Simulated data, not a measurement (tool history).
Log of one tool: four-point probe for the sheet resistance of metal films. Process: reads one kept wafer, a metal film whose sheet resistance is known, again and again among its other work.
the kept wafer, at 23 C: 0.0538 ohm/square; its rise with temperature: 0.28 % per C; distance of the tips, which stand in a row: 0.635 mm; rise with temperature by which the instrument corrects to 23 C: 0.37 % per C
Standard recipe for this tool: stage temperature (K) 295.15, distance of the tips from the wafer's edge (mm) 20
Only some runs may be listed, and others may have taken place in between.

run,hour,stage temperature (K),distance of the tips from the wafer's edge (mm),sheet resistance as the instrument gives it (ohm/square)
1,0.0,295.15,20,0.054193
2,53.0,291.15,20,0.054418
3,110.9,294.15,20,0.054261
4,146.9,294.15,20,0.054284
5,190.6,294.15,20,0.054271
6,217.6,294.15,20,0.054282
7,278.2,294.15,13,0.054334
8,316.8,294.15,13,0.054354
9,359.7,294.15,13,0.054337
10,401.3,294.15,13,0.054360
11,444.7,292.15,4,0.055127
12,500.0,295.15,21,0.054271
13,563.3,304.15,18,0.053867
14,591.5,304.15,18,0.053858
15,629.1,299.15,5,0.054540
16,691.6,296.15,17,0.054260
17,719.0,296.15,17,0.054278

Some steps in sheet resistance as the instrument gives it (ohm/square), run to run, broken into two amounts with sign: the step expected even without the hidden condition (settings, incoming material, random variation), and the rest, left for the hidden condition together with whatever gauge scatter is not in both the measured and the hidden-condition-free result:
The tool's hidden condition here consists of: inner tips' distance over the nominal, %; tips' flats over new ones', %; wafer's true temperature over the reading, C; drift of the gauge itself on sheet_ohm, %.
Run 10 -> 11: stage temperature (K) 294.15 -> 292.15, distance of the tips from the wafer's edge (mm) 13 -> 4. sheet resistance as the instrument gives it (ohm/square) +0.000767: hidden state +0.000012, all else +0.000755.
Run 11 -> 12: stage temperature (K) 292.15 -> 295.15, distance of the tips from the wafer's edge (mm) 4 -> 21. sheet resistance as the instrument gives it (ohm/square) -0.000856: hidden state +0.000002, all else -0.000858.
